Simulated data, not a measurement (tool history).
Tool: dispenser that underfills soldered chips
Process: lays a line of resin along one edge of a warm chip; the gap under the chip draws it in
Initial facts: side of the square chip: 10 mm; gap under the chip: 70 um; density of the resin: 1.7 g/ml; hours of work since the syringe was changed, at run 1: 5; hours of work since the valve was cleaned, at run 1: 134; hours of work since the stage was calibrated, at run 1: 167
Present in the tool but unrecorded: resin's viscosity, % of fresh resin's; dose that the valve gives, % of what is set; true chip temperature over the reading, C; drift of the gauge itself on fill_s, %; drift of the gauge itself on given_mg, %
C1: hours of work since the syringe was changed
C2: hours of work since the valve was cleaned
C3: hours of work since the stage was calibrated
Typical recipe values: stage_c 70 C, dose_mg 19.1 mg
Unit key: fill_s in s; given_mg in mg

run 1 day=0 | stage_c=70 dose_mg=19.1 | C1=5 C2=134 C3=167 | fill_s=178.5 given_mg=17.54
-- day=0.067 new syringe of resin
-- day=0.208 dispensing valve cleaned and set on the balance
run 2 day=0.317 | stage_c=67 dose_mg=19.1 | C1=3 C2=2 C3=171 | fill_s=172 given_mg=19.22
-- day=0.492 new syringe of resin
run 3 day=0.542 | stage_c=67 dose_mg=19.1 | C1=1 C2=5 C3=175 | fill_s=139.5 given_mg=19.11
-- day=0.85 new syringe of resin
run 4 day=0.875 | stage_c=70 dose_mg=19.1 | C1=0 C2=10 C3=179 | fill_s=120.5 given_mg=19.17
run 5 day=1.138 | stage_c=70 dose_mg=19.1 | C1=4 C2=14 C3=184 | fill_s=169.5 given_mg=19.02
-- day=1.217 new syringe of resin
run 6 day=1.496 | stage_c=70 dose_mg=19.1 | C1=4 C2=19 C3=189 | fill_s=166.9 given_mg=18.8
-- day=1.592 new syringe of resin
run 7 day=1.746 | stage_c=70 dose_mg=19.1 | C1=2 C2=23 C3=192 | fill_s=142.8 given_mg=18.86
run 8 day=1.904 | stage_c=70 dose_mg=19.1 | C1=5 C2=25 C3=195 | fill_s=178.4 given_mg=18.93
-- day=1.954 new syringe of resin
run 9 day=2.142 | stage_c=70 dose_mg=22.8 | C1=3 C2=29 C3=198 | fill_s=150.4 given_mg=22.37
run 10 day=2.288 | stage_c=70 dose_mg=22.8 | C1=5 C2=31 C3=201 | fill_s=183.1 given_mg=22.42
-- day=2.333 new syringe of resin
run 11 day=2.567 | stage_c=70 dose_mg=22.8 | C1=4 C2=35 C3=205 | fill_s=158.3 given_mg=22.31
-- day=2.717 new syringe of resin
run 12 day=2.804 | stage_c=57 dose_mg=19.1 | C1=1 C2=38 C3=208 | fill_s=208.4 given_mg=18.69
run 13 day=3.029 | stage_c=80 dose_mg=19.1 | C1=5 C2=42 C3=212 | fill_s=124 given_mg=18.71
-- day=3.1 new syringe of resin
run 14 day=3.196 | stage_c=68 dose_mg=19.1 | C1=1 C2=44 C3=214 | fill_s=150.1 given_mg=18.64
-- day=3.475 new syringe of resin
run 15 day=3.546 | stage_c=60 dose_mg=19.1 | C1=1 C2=49 C3=219 | fill_s=182.2 given_mg=18.69
-- day=3.846 new syringe of resin
run 16 day=3.846 | stage_c=69 dose_mg=21.5 | C1=0 C2=54 C3=223 | fill_s=120.8 given_mg=20.84
run 17 day=4.133 | stage_c=65 dose_mg=17 | C1=4 C2=58 C3=228 | fill_s=210.8 given_mg=16.38
-- day=4.212 new syringe of resin
run 18 day=4.358 | stage_c=60 dose_mg=18.2 | C1=2 C2=61 C3=231 | fill_s=209.6 given_mg=17.67
-- day=4.575 new syringe of resin
run 19 day=4.721 | stage_c=74 dose_mg=21.8 | C1=2 C2=67 C3=236 | fill_s=123.1 given_mg=21.09
-- day=4.95 new syringe of resin
run 20 day=5.071 | stage_c=64 dose_mg=17.9 | C1=2 C2=72 C3=242 | fill_s=175 given_mg=17.14
-- day=5.317 new syringe of resin
run 21 day=5.433 | stage_c=70 dose_mg=16.3 | C1=2 C2=77 C3=247 | fill_s=145.5 given_mg=15.57
run 22 day=5.604 | stage_c=72 dose_mg=16.3 | C1=4 C2=80 C3=250 | fill_s=170.9 given_mg=15.55
-- day=5.692 new syringe of resin
run 23 day=5.804 | stage_c=61 dose_mg=20.7 | C1=2 C2=83 C3=253 | fill_s=187 given_mg=19.74
-- day=6.058 new syringe of resin
run 24 day=6.146 | stage_c=60 dose_mg=19.1 | C1=1 C2=88 C3=258 | fill_s=192.1 given_mg=18.18
run 25 day=6.354 | stage_c=65 dose_mg=18.9 | C1=5 C2=91 C3=261 | fill_s=208.3 given_mg=17.97

Run 26 comes next. What will it give?
-- day=6.442 new syringe of resin
run 26 day=6.6 | stage_c=64 dose_mg=19.1 | C1=2 C2=95 C3=264 | fill_s=? given_mg=?

{"run 26": {"fill_s": 180, "given_mg": 17.99}}
Were there no unlogged condition in the tool, this run, its random variation unchanged, would have produced fill_s 136.3 s, given_mg 19.01 mg.
